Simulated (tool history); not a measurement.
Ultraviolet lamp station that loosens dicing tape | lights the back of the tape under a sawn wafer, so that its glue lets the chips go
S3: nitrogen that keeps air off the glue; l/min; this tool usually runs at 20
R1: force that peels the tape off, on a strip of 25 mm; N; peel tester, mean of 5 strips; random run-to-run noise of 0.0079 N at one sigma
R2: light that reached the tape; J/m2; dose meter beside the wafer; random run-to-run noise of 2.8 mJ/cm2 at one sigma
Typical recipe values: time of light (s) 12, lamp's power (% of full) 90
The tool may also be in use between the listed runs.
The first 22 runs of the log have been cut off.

Run 23, hour 1581.2: usual settings but lamp's power (% of full) 86, S3 31 l/min. Result: R1 0.403 N, R2 3140 J/m2.
At hour 1677.4: window cleaned of glue's vapour.
Run 24, hour 1678.5: usual settings but lamp's power (% of full) 86, S3 31 l/min. Result: R1 0.345 N, R2 3290 J/m2.
Run 25, hour 1731.4: usual settings but time of light (s) 23, lamp's power (% of full) 95, S3 6 l/min. Result: R1 0.273 N, R2 6800 J/m2.
Run 26, hour 1786.3: usual settings but time of light (s) 9, lamp's power (% of full) 95, S3 26 l/min. Result: R1 0.603 N, R2 2600 J/m2.
Run 27, hour 1883.7: usual settings but time of light (s) 9, lamp's power (% of full) 95, S3 26 l/min. Result: R1 0.639 N, R2 2530 J/m2.
Run 28, hour 1939.8: usual settings but time of light (s) 8, lamp's power (% of full) 83, S3 11 l/min. Result: R1 1.324 N, R2 1950 J/m2.
Run 29, hour 1995.9: usual settings but time of light (s) 8, lamp's power (% of full) 83, S3 11 l/min. Result: R1 1.338 N, R2 1870 J/m2.
Run 30, hour 2084.2: usual settings but lamp's power (% of full) 71. Result: R1 0.79 N, R2 2350 J/m2.
Run 31, hour 2130.4: usual settings but lamp's power (% of full) 71. Result: R1 0.814 N, R2 2360 J/m2.

Forecast run 32:
Run 32, hour 2181.8: usual settings but time of light (s) 15, lamp's power (% of full) 62. Result: R1 ?, R2 ?.

R1: 0.718 N
R2: 2470 J/m2
Had the tool carried no hidden state, the very same run would have given R1 0.407 N, R2 3430 J/m2.
